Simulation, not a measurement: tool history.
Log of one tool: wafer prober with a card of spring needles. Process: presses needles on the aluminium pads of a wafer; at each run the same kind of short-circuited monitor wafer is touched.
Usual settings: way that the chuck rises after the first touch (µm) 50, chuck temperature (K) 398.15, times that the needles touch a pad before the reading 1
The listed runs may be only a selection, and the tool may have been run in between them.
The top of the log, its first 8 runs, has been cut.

| run | hour | way that the chuck rises after the first touch (µm) | chuck temperature (K) | times that the needles touch a pad before the reading | resistance of one needle with its contact and lead (mohm) | way that a needle slides on the pad (µm) |
|---|---|---|---|---|---|---|
|  | 143.6 | tips cleaned on abrasive film |
|  | 159.4 | tips cleaned on abrasive film |
|  | 164.4 | height of the first contact set anew |
| 9 | 165.5 | 50 | 310.15 | 1 | 205 | 8.76 |
|  | 174.8 | tips cleaned on abrasive film |
| 10 | 180.3 | 50 | 368.15 | 1 | 219 | 8.74 |
|  | 190.1 | tips cleaned on abrasive film |
| 11 | 203.2 | 50 | 398.15 | 1 | 224 | 8.74 |
|  | 204.5 | tips cleaned on abrasive film |
| 12 | 218.4 | 50 | 398.15 | 1 | 223 | 8.75 |
|  | 221.1 | tips cleaned on abrasive film |
|  | 235.5 | tips cleaned on abrasive film |
| 13 | 247.6 | 50 | 398.15 | 2 | 223 | 8.76 |
|  | 249.7 | tips cleaned on abrasive film |
|  | 264.7 | tips cleaned on abrasive film |
| 14 | 264.7 | 50 | 358.15 | 1 | 217 | 8.76 |
|  | 279.7 | tips cleaned on abrasive film |
| 15 | 286.4 | 68 | 398.15 | 1 | 216 | 11.95 |
|  | 294.3 | tips cleaned on abrasive film |
|  | 308.5 | tips cleaned on abrasive film |
| 16 | 308.5 | 50 | 398.15 | 1 | 221 | 8.81 |
|  | 322.7 | tips cleaned on abrasive film |
| 17 | 324.4 | 46 | 300.15 | 1 | 204 | 8.1 |
| 18 | 336.6 | 46 | 300.15 | 1 | 199 | 8.09 |
|  | 337.9 | tips cleaned on abrasive film |
|  | 352.8 | tips cleaned on abrasive film |
| 19 | 353.1 | 45 | 322.15 | 2 | 211 | 7.91 |
|  | 368.5 | tips cleaned on abrasive film |
| 20 | 374.1 | 43 | 388.15 | 2 | 225 | 7.58 |
|  | 383.1 | tips cleaned on abrasive film |
| 21 | 387.6 | 43 | 388.15 | 2 | 227 | 7.59 |
|  | 397.8 | tips cleaned on abrasive film |
|  | 412.5 | tips cleaned on abrasive film |
| 22 | 412.5 | 43 | 388.15 | 2 | 224 | 7.62 |
|  | 427.5 | tips cleaned on abrasive film |
| 23 | 427.9 | 43 | 388.15 | 2 | 228 | 7.62 |
|  | 443.3 | tips cleaned on abrasive film |
| 24 | 448.4 | 43 | 343.15 | 1 | 215 | 7.63 |
|  | 459.8 | tips cleaned on abrasive film |
| 25 | 461.1 | 37 | 301.15 | 2 | 210 | 6.55 |
|  | 474.7 | tips cleaned on abrasive film |
|  | 484.1 | height of the first contact set anew |
| 26 | 485 | 37 | 301.15 | 2 | 207 | 6.55 |
|  | 490.5 | tips cleaned on abrasive film |
|  | 504.7 | tips cleaned on abrasive film |
| 27 | 508.9 | 37 | 301.15 | 2 | 210 | 6.56 |
|  | 520.5 | tips cleaned on abrasive film |
| 28 | 533.5 | 37 | 301.15 | 2 | 207 | 6.58 |
|  | 534.8 | tips cleaned on abrasive film |
|  | 549.8 | tips cleaned on abrasive film |
| 29 | 549.8 | 62 | 299.15 | 3 | 195 | 11.04 |
|  | 563.6 | gauge calibrated |
|  | 566.4 | tips cleaned on abrasive film |
| 30 | 573 | 62 | 299.15 | 3 | 194 | 10.75 |
|  | 580.6 | tips cleaned on abrasive film |
|  | 595 | tips cleaned on abrasive film |
| 31 | 595 | 39 | 398.15 | 1 | 230 | 6.76 |

Here are 4 independent what-if runs from the current tool condition. What would each one return?
| A | 607.2 | 61 | 355.15 | 1 | ? | ? |
| B | 607.2 | 38 | 398.15 | 2 | ? | ? |
| C | 607.2 | 53 | 379.15 | 2 | ? | ? |
| D | 607.2 | 37 | 314.15 | 1 | ? | ? |

| run | resistance of one needle with its contact and lead (mohm) | way that a needle slides on the pad (µm) |
|---|---|---|
| A | 207 | 10.6 |
| B | 233 | 6.59 |
| C | 214 | 9.22 |
| D | 211 | 6.42 |
Stripped of hidden state, with their random variation kept, the same runs would have yielded:
| run | resistance of one needle with its contact and lead (mohm) | way that a needle slides on the pad (µm) |
|---|---|---|
| A | 206 | 10.58 |
| B | 232 | 6.58 |
| C | 213 | 9.2 |
| D | 210 | 6.41 |
